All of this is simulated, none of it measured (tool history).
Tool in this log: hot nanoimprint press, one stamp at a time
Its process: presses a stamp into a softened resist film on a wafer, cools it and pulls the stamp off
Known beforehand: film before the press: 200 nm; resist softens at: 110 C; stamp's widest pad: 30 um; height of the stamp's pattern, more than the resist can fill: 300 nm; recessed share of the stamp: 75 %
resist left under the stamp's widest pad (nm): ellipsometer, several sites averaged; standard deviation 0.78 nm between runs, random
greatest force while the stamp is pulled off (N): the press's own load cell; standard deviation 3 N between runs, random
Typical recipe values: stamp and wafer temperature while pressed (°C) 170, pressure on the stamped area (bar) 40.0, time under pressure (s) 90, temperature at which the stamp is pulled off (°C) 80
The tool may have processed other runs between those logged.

run,hour,stamp and wafer temperature while pressed (°C),pressure on the stamped area (bar),time under pressure (s),temperature at which the stamp is pulled off (°C),resist left under the stamp's widest pad (nm),greatest force while the stamp is pulled off (N)
1,0.0,170,40.0,90,80,110.7,179
2,7.8,170,37.1,90,80,111.6,172
3,24.5,170,37.1,90,80,113.5,173
4,32.2,170,37.1,90,80,113.7,175
5,47.0,170,25.2,90,80,130.9,171
6,57.6,170,25.2,90,80,133.2,174
7,70.9,170,40.0,90,71,111.3,208
8,84.4,170,40.0,90,71,110.2,213
9,95.5,170,40.0,90,71,110.7,207
10,111.0,170,40.0,90,80,112.9,178
11,125.1,170,40.0,90,80,112.9,179
12,139.5,170,40.0,90,80,111.7,181
13,147.1,170,40.0,90,67,113.4,231
14,160.8,170,40.0,90,67,112.0,227
15,177.0,170,40.0,90,67,111.5,236
16,194.4,170,40.0,158,80,92.6,186
# hour 203.6: plate thermocouple calibrated
17,209.1,170,40.0,158,80,81.5,173
18,216.5,170,40.0,158,80,82.3,178
19,231.7,168,40.0,90,80,111.8,175
20,241.7,178,34.0,86,72,72.7,209
21,259.3,166,44.3,80,75,125.1,204
22,276.1,172,50.0,63,82,92.9,174
23,284.3,161,38.4,124,82,146.8,174
24,299.0,160,40.0,90,71,158.7,222
25,308.6,166,35.0,142,76,113.9,201
26,325.5,166,36.2,110,76,121.2,200
27,339.6,165,40.0,67,74,143.0,208
28,355.2,165,40.0,67,74,142.6,211

Forecast run 29:
29,367.3,159,34.3,99,66,?,?

Run 29 gave resist left under the stamp's widest pad (nm) 170.3, greatest force while the stamp is pulled off (N) 260.
With the hidden condition absent and the run-to-run variation left alone, this run would have shown resist left under the stamp's widest pad (nm) 167.0, greatest force while the stamp is pulled off (N) 195.
